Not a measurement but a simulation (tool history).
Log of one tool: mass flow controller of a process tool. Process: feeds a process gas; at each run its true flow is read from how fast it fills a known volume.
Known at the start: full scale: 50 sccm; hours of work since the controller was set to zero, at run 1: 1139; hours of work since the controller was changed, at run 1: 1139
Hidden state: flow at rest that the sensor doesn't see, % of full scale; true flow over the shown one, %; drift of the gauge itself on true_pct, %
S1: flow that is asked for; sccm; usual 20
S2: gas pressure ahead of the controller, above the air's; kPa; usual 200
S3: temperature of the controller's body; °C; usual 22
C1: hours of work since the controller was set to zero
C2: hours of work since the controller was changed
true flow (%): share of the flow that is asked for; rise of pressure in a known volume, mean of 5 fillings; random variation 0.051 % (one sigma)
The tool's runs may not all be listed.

run 1 hour=0 | S1=20 S2=200 S3=22 | C1=1139 C2=1139 | true_flow_(%)=98.15
run 2 hour=79.2 | S1=20 S2=200 S3=22 | C1=1184 C2=1184 | true_flow_(%)=98.06
run 3 hour=184.5 | S1=20 S2=200 S3=22 | C1=1243 C2=1243 | true_flow_(%)=98.12
run 4 hour=279.3 | S1=20 S2=200 S3=22 | C1=1297 C2=1297 | true_flow_(%)=98.13
run 5 hour=384 | S1=20 S2=200 S3=22 | C1=1356 C2=1356 | true_flow_(%)=98.17
run 6 hour=546.7 | S1=20 S2=200 S3=22 | C1=1448 C2=1448 | true_flow_(%)=98.17
run 7 hour=668.3 | S1=20 S2=237 S3=22 | C1=1517 C2=1517 | true_flow_(%)=98.62
run 8 hour=798.5 | S1=6 S2=237 S3=22 | C1=1591 C2=1591 | true_flow_(%)=97.76
run 9 hour=927.5 | S1=6 S2=237 S3=22 | C1=1664 C2=1664 | true_flow_(%)=97.84
run 10 hour=1006 | S1=6 S2=237 S3=38 | C1=1709 C2=1709 | true_flow_(%)=98.23
run 11 hour=1160.3 | S1=20 S2=200 S3=22 | C1=1796 C2=1796 | true_flow_(%)=98.48
run 12 hour=1234.5 | S1=20 S2=200 S3=22 | C1=1838 C2=1838 | true_flow_(%)=98.54
run 13 hour=1370.7 | S1=44 S2=145 S3=38 | C1=1915 C2=1915 | true_flow_(%)=99.91
run 14 hour=1512.4 | S1=44 S2=145 S3=38 | C1=1996 C2=1996 | true_flow_(%)=99.96
run 15 hour=1590.1 | S1=44 S2=145 S3=38 | C1=2040 C2=2040 | true_flow_(%)=100.03
run 16 hour=1690.9 | S1=8 S2=215 S3=21 | C1=2097 C2=2097 | true_flow_(%)=97.95
run 17 hour=1807.8 | S1=9 S2=199 S3=26 | C1=2163 C2=2163 | true_flow_(%)=98.12
run 18 hour=1977.1 | S1=20 S2=156 S3=31 | C1=2259 C2=2259 | true_flow_(%)=98.59

Forecast run 19:
run 19 hour=2116.4 | S1=20 S2=156 S3=31 | C1=2338 C2=2338 | true_flow_(%)=?

{"run 19": {"true flow (%)": 98.58}}
Without the tool's hidden state the same run would have given true flow (%) 97.95.
